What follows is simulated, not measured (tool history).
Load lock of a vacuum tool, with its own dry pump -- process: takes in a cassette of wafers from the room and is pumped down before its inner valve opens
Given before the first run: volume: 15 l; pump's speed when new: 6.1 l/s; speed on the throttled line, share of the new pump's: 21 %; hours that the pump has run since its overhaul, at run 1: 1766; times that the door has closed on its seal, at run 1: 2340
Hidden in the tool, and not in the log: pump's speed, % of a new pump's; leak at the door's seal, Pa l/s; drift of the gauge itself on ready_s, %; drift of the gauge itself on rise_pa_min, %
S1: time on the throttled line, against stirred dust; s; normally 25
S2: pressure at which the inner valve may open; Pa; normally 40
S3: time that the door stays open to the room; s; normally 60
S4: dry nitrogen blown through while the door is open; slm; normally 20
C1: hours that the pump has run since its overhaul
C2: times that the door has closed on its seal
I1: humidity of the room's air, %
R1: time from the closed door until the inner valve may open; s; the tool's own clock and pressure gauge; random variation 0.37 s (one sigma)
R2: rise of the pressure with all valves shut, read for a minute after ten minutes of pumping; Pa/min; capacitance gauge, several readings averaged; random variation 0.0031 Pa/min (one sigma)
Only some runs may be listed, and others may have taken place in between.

Run 1, day 0: usual settings; C1 1766; C2 2340; I1 44.2. Result: R1 39.1 s, R2 0.105 Pa/min.
Run 2, day 2.667: usual settings; C1 1830; C2 2573; I1 43. Result: R1 39.8 s, R2 0.095 Pa/min.
Run 3, day 5.371: usual settings; C1 1895; C2 2810; I1 48.7. Result: R1 39.1 s, R2 0.108 Pa/min.
Run 4, day 9.308: usual settings; C1 1989; C2 3155; I1 42.8. Result: R1 38.5 s, R2 0.104 Pa/min.
Run 5, day 13.183: usual settings; C1 2082; C2 3495; I1 44.5. Result: R1 40.2 s, R2 0.103 Pa/min.
Run 6, day 15.929: usual settings; C1 2148; C2 3735; I1 47.2. Result: R1 40.2 s, R2 0.114 Pa/min.
Run 7, day 18.325: usual settings; C1 2206; C2 3945; I1 42.6. Result: R1 39.3 s, R2 0.106 Pa/min.
Run 8, day 20.167: usual settings; C1 2250; C2 4106; I1 48.4. Result: R1 39.7 s, R2 0.117 Pa/min.
Run 9, day 22.971: usual settings; C1 2317; C2 4352; I1 43.7. Result: R1 38.9 s, R2 0.115 Pa/min.
Run 10, day 26.933: usual settings but S3 85 s; C1 2412; C2 4699; I1 45.1. Result: R1 39.4 s, R2 0.139 Pa/min.
Run 11, day 30.721: usual settings; C1 2503; C2 5031; I1 44.7. Result: R1 40 s, R2 0.121 Pa/min.
Run 12, day 32.579: usual settings; C1 2548; C2 5194; I1 50. Result: R1 39.5 s, R2 0.14 Pa/min.
Run 13, day 36.738: usual settings; C1 2648; C2 5558; I1 47.7. Result: R1 39.2 s, R2 0.143 Pa/min.
Run 14, day 39.883: usual settings; C1 2723; C2 5834; I1 48. Result: R1 39.2 s, R2 0.135 Pa/min.
Run 15, day 41.983: usual settings but S2 54 Pa, S3 117 s; C1 2774; C2 6018; I1 49.8. Result: R1 38.2 s, R2 0.172 Pa/min.
Run 16, day 44.846: usual settings but S1 31 s, S2 30 Pa, S3 117 s; C1 2842; C2 6268; I1 47.4. Result: R1 44.5 s, R2 0.173 Pa/min.
Run 17, day 46.792: usual settings but S1 31 s, S2 30 Pa, S3 117 s, S4 27 slm; C1 2889; C2 6439; I1 42.7. Result: R1 44.5 s, R2 0.154 Pa/min.
Run 18, day 50.879: usual settings but S1 35 s; C1 2987; C2 6797; I1 48.1. Result: R1 47.1 s, R2 0.137 Pa/min.
Run 19, day 52.988: usual settings but S1 35 s; C1 3038; C2 6982; I1 50. Result: R1 47 s, R2 0.152 Pa/min.
Run 20, day 54.788: usual settings but S1 35 s; C1 3081; C2 7140; I1 48.8. Result: R1 47.3 s, R2 0.157 Pa/min.
Run 21, day 57.383: usual settings but S1 35 s; C1 3143; C2 7367; I1 42.6. Result: R1 47.9 s, R2 0.144 Pa/min.
Run 22, day 60.762: usual settings but S1 44 s; C1 3224; C2 7663; I1 49.7. Result: R1 54.3 s, R2 0.161 Pa/min.
Run 23, day 62.6: usual settings but S1 44 s; C1 3268; C2 7824; I1 44.6. Result: R1 54.8 s, R2 0.155 Pa/min.
Run 24, day 65.396: usual settings but S1 23 s, S2 34 Pa; C1 3335; C2 8069; I1 43.9. Result: R1 38.4 s, R2 0.158 Pa/min.
Run 25, day 68.088: usual settings but S1 49 s, S2 34 Pa; C1 3400; C2 8305; I1 49.3. Result: R1 59 s, R2 0.165 Pa/min.
Run 26, day 71.367: usual settings but S1 48 s, S2 34 Pa; C1 3479; C2 8592; I1 46.7. Result: R1 57.6 s, R2 0.166 Pa/min.
Run 27, day 74.708: usual settings but S1 31 s, S2 71 Pa, S3 98 s, S4 24 slm; C1 3559; C2 8885; I1 48.2. Result: R1 42.6 s, R2 0.189 Pa/min.

Predict each of these 5 candidate next runs independently; none follows another, all start after run 27:
Run A, day 78.246: usual settings but S4 11 slm; C1 3644; C2 9195; I1 44.6. Result: R1 ?, R2 ?.
Run B, day 78.246: usual settings but S1 13 s, S2 71 Pa, S3 41 s, S4 15 slm; C1 3644; C2 9195; I1 43.4. Result: R1 ?, R2 ?.
Run C, day 78.246: usual settings but S1 31 s, S2 71 Pa, S3 27 s, S4 24 slm; C1 3644; C2 9195; I1 44. Result: R1 ?, R2 ?.
Run D, day 78.246: usual settings but S1 32 s, S4 7 slm; C1 3644; C2 9195; I1 44.7. Result: R1 ?, R2 ?.
Run E, day 78.246: usual settings but S2 73 Pa, S3 40 s; C1 3644; C2 9195; I1 45.4. Result: R1 ?, R2 ?.

run    R1     R2
  A  39.4  0.177
  B  28.5  0.165
  C  42.3  0.144
  D    45    0.2
  E  38.4  0.159
Stripped of hidden state, with their random variation kept, the same runs would have yielded:
run    R1     R2
  A  38.7  0.089
  B  27.7  0.075
  C  41.8  0.054
  D  44.3  0.108
  E  37.8  0.069

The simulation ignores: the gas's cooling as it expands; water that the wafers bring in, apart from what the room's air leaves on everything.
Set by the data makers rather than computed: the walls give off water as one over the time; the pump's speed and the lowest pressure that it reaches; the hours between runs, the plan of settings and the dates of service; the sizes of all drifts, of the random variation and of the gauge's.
